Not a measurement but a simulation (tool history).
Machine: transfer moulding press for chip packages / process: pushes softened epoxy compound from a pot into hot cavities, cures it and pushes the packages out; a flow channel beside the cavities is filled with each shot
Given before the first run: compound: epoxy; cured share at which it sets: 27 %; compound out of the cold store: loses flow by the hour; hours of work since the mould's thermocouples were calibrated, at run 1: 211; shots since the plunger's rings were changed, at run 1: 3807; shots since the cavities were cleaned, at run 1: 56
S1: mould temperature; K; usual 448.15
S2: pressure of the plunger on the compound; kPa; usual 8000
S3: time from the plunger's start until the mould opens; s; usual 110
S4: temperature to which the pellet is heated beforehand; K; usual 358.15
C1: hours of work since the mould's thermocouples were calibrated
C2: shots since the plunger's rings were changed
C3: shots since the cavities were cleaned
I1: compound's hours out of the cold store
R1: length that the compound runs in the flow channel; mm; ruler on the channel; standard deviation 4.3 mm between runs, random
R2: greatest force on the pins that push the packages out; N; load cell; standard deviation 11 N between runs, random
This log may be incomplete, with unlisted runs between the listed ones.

| run | hour | S1 | S2 | S3 | S4 | C1 | C2 | C3 | I1 | R1 | R2 |
|---|---|---|---|---|---|---|---|---|---|---|---|
| 1 | 0 | 448.15 | 8000 | 110 | 358.15 | 211 | 3807 | 56 | 27.9 | 685 | 503 |
| 2 | 5.9 | 448.15 | 8000 | 110 | 358.15 | 214 | 3856 | 105 | 14 | 719 | 537 |
| 3 | 13.2 | 448.15 | 8000 | 110 | 358.15 | 217 | 3916 | 165 | 25.7 | 683 | 575 |
| 4 | 20.6 | 448.15 | 8000 | 110 | 358.15 | 221 | 3977 | 226 | 11.2 | 724 | 629 |
| 5 | 25.6 | 448.15 | 8000 | 110 | 358.15 | 223 | 4018 | 267 | 23.1 | 690 | 599 |
| 6 | 30.8 | 448.15 | 8000 | 110 | 358.15 | 226 | 4061 | 310 | 20.4 | 701 | 628 |
| 7 | 37.2 | 448.15 | 8000 | 110 | 358.15 | 229 | 4113 | 362 | 35.1 | 657 | 628 |
| 8 | 42.5 | 448.15 | 8000 | 110 | 358.15 | 232 | 4157 | 406 | 39.8 | 634 | 601 |
| 9 | 49.2 | 448.15 | 8000 | 110 | 358.15 | 235 | 4212 | 461 | 31.4 | 665 | 655 |
| 10 | 56.7 | 448.15 | 8000 | 110 | 358.15 | 239 | 4274 | 523 | 36.8 | 653 | 672 |
| 11 | 65.2 | 448.15 | 8000 | 110 | 358.15 | 243 | 4344 | 593 | 32.7 | 663 | 690 |
|  | 71.4 | cavities cleaned with cleaning compound and waxed |
|  | 79.4 | plunger's sealing rings changed |
| 12 | 79.4 | 448.15 | 8000 | 110 | 358.15 | 248 | 0 | 45 | 12.5 | 766 | 522 |
|  | 82.5 | mould's thermocouples calibrated |
| 13 | 86.4 | 448.15 | 8000 | 110 | 358.15 | 2 | 41 | 86 | 36.9 | 692 | 485 |
| 14 | 96.1 | 448.15 | 8000 | 110 | 359.15 | 7 | 121 | 166 | 40.3 | 678 | 536 |
| 15 | 104.6 | 446.15 | 8840 | 117 | 352.15 | 11 | 191 | 236 | 46 | 700 | 592 |
| 16 | 113 | 443.15 | 8000 | 110 | 354.15 | 15 | 260 | 305 | 47.3 | 671 | 807 |
| 17 | 121.4 | 443.15 | 8000 | 110 | 354.15 | 19 | 329 | 374 | 28.1 | 738 | 929 |
| 18 | 127.4 | 448.15 | 8000 | 110 | 352.15 | 22 | 378 | 423 | 26.4 | 725 | 643 |
|  | 130.3 | mould's thermocouples calibrated, once more |
| 19 | 140.6 | 448.15 | 8000 | 110 | 352.15 | 5 | 470 | 515 | 31.5 | 711 | 697 |
| 20 | 148.9 | 449.15 | 7220 | 110 | 352.15 | 9 | 539 | 584 | 31.7 | 668 | 718 |
|  | 155.9 | cavities cleaned with cleaning compound and waxed |
| 21 | 157.1 | 453.15 | 7320 | 104 | 353.15 | 12 | 594 | 10 | 15.6 | 706 | 433 |
| 22 | 167.4 | 448.15 | 8000 | 110 | 365.15 | 18 | 679 | 95 | 45.1 | 667 | 508 |
| 23 | 176.1 | 448.15 | 8000 | 110 | 365.15 | 22 | 750 | 166 | 11.5 | 760 | 589 |
| 24 | 183.1 | 448.15 | 7700 | 110 | 366.15 | 25 | 808 | 224 | 25.2 | 713 | 598 |
| 25 | 194.7 | 455.15 | 6180 | 99 | 364.15 | 31 | 904 | 320 | 23.4 | 617 | 532 |

Results for each run, recomputed without the tool's hidden state and with each run's random variation untouched:
Hidden state at play: true mould temperature over the reading, C; pressure that reaches the compound, % of what is set; grip of the stained cavities, % over clean ones'; drift of the gauge itself on flow_mm, %; drift of the gauge itself on push_out_n, %.
| run | R1 | R2 |
|---|---|---|
| 1 | 729 | 480 |
| 2 | 765 | 489 |
| 3 | 729 | 496 |
| 4 | 773 | 517 |
| 5 | 737 | 480 |
| 6 | 750 | 489 |
| 7 | 703 | 474 |
| 8 | 679 | 442 |
| 9 | 713 | 468 |
| 10 | 700 | 469 |
| 11 | 712 | 469 |
| 12 | 770 | 499 |
| 13 | 697 | 445 |
| 14 | 683 | 459 |
| 15 | 706 | 481 |
| 16 | 678 | 634 |
| 17 | 746 | 706 |
| 18 | 733 | 470 |
| 19 | 718 | 473 |
| 20 | 675 | 476 |
| 21 | 714 | 417 |
| 22 | 676 | 447 |
| 23 | 770 | 487 |
| 24 | 724 | 475 |
| 25 | 627 | 398 |

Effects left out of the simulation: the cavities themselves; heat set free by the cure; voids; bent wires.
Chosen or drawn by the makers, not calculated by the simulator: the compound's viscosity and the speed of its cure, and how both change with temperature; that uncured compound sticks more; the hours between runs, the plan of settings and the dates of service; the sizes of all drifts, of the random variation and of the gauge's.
